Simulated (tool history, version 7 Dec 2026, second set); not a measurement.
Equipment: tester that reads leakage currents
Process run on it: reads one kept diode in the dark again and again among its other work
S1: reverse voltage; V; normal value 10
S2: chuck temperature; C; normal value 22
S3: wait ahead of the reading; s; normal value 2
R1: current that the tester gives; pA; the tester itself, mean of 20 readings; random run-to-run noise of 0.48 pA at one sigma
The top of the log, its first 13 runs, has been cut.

run	hour	S1	S2	S3	R1
14	2469.1	10	22	2.01	180.28
15	2673	10	22	2	180.81
16	2847.9	10	22	2	183.64
# hour 2979.5: chuck's temperature calibrated
17	3069.6	10	22	2	168.96
# hour 3149.3: tester calibrated, once more
18	3239.3	10	22	2	170.89
19	3491.6	10	22	2	171.66
20	3633.1	4.3	22	0.32	108.39
21	3844.4	4.6	25	0.32	141.29
22	3998.2	4.6	25	0.32	142.01
23	4225.8	4.6	25	0.32	143.65
24	4356.9	4.6	25	0.32	144.4
25	4491.6	2.1	22	2	75.09
26	4626.6	2.1	22	2	75.27
27	4833.3	3.9	24	7.14	124.4
28	4968.9	10	29	1.31	300.78
29	5209.4	1.9	22	8.6	73.4
30	5329.7	7.5	32	1.25	320.38
31	5442.4	7.5	32	1.25	320.87
32	5699.5	7.5	32	0.74	326.37
33	5866.1	12.5	22	6.12	223.05
# hour 5960.5: chuck's temperature calibrated
34	6038.2	12.5	26	6.12	270.7
35	6165.4	1.6	50	5.64	429.08
36	6329.7	1	35	5.64	123.44
37	6602	6.8	28	2	224.06
38	6718.3	9.3	21	0.83	168.16

Each row is a separate what-if for the run after 38, all from the same tool condition, not one after another. Results?
A	6981.3	10	22	0.53	?
B	6981.3	1.2	22	0.41	?
C	6981.3	7.7	23	4.15	?

run	R1
A	190.78
B	56.02
C	174.1
Take away the tool's hidden state, keep each run's random variation, and the runs would have read:
run	R1
A	159.34
B	51.02
C	148.82

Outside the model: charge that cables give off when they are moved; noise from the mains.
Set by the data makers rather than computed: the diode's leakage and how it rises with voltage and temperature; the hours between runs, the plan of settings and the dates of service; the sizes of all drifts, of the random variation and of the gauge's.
